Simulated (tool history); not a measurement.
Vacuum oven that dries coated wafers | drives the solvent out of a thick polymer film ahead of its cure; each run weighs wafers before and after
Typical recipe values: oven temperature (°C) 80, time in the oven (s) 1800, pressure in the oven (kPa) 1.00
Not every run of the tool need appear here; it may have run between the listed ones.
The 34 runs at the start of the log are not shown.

run,hour,oven temperature (°C),time in the oven (s),pressure in the oven (kPa),solvent left in the film (%)
# hour 594.2: oven's thermocouples calibrated
35,600.8,69,2940,2.37,7.68
36,624.1,69,2940,2.37,7.66
37,641.5,85,1080,2.25,7.65
38,653.6,76,960,1.00,10.44
39,676.3,76,960,1.00,10.44
40,688.7,76,960,1.00,10.43
41,703.7,76,960,1.00,10.51
42,720.1,79,2940,3.62,5.69
43,732.4,79,1260,2.35,8.76
44,742.8,93,1800,1.00,2.07
45,763.8,88,1560,2.80,4.92
46,778.4,88,1560,2.80,4.95
47,788.9,80,900,1.00,9.51

Below are 4 alternative next runs, each starting from the tool's condition after run 47. Predict each:
A,808.0,91,900,1.00,?
B,808.0,80,2520,1.00,?
C,808.0,65,1140,1.00,?
D,808.0,91,1200,1.00,?

run,solvent left in the film (%)
A,6.16
B,3.31
C,12.90
D,4.35
What these runs would have given with no unlogged condition in the tool:
run,solvent left in the film (%)
A,6.09
B,3.10
C,12.69
D,4.25
